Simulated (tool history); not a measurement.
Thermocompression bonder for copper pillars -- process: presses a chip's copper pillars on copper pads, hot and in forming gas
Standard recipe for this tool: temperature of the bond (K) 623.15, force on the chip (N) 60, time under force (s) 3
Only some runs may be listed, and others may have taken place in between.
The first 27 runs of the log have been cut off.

run	hour	temperature of the bond (K)	force on the chip (N)	time under force (s)	force that shears a chip off (N)
28	1138.7	637.15	45	7	41.5
29	1181.8	623.15	43	2	19.1
30	1224.4	623.15	90	3	42.6
# hour 1269.5: forming gas filter changed
31	1272.1	596.15	49	3	19.5
# hour 1312.6: heater calibrated with a thermocouple chip
32	1332	650.15	37	3	33.9
33	1361.6	650.15	37	3	32.9
34	1393.6	633.15	43	3	31.8
35	1441.7	603.15	57	3	27.3
36	1469.4	603.15	57	3	28
37	1525.2	603.15	57	3	26.5
38	1566.7	603.15	57	3	26.7
39	1620.1	603.15	57	3	26.5
40	1648.2	623.15	65	5	44.4

Below are 3 alternative next runs, each starting from the tool's condition after run 40. Predict each:
A	1679.4	645.15	76	3	?
B	1679.4	597.15	74	7	?
C	1679.4	605.15	51	3	?

run	force that shears a chip off (N)
A	51.8
B	42
C	24.5
Had the tool no hidden state, the same runs would have come out as:
run	force that shears a chip off (N)
A	57.5
B	47.1
C	27.8

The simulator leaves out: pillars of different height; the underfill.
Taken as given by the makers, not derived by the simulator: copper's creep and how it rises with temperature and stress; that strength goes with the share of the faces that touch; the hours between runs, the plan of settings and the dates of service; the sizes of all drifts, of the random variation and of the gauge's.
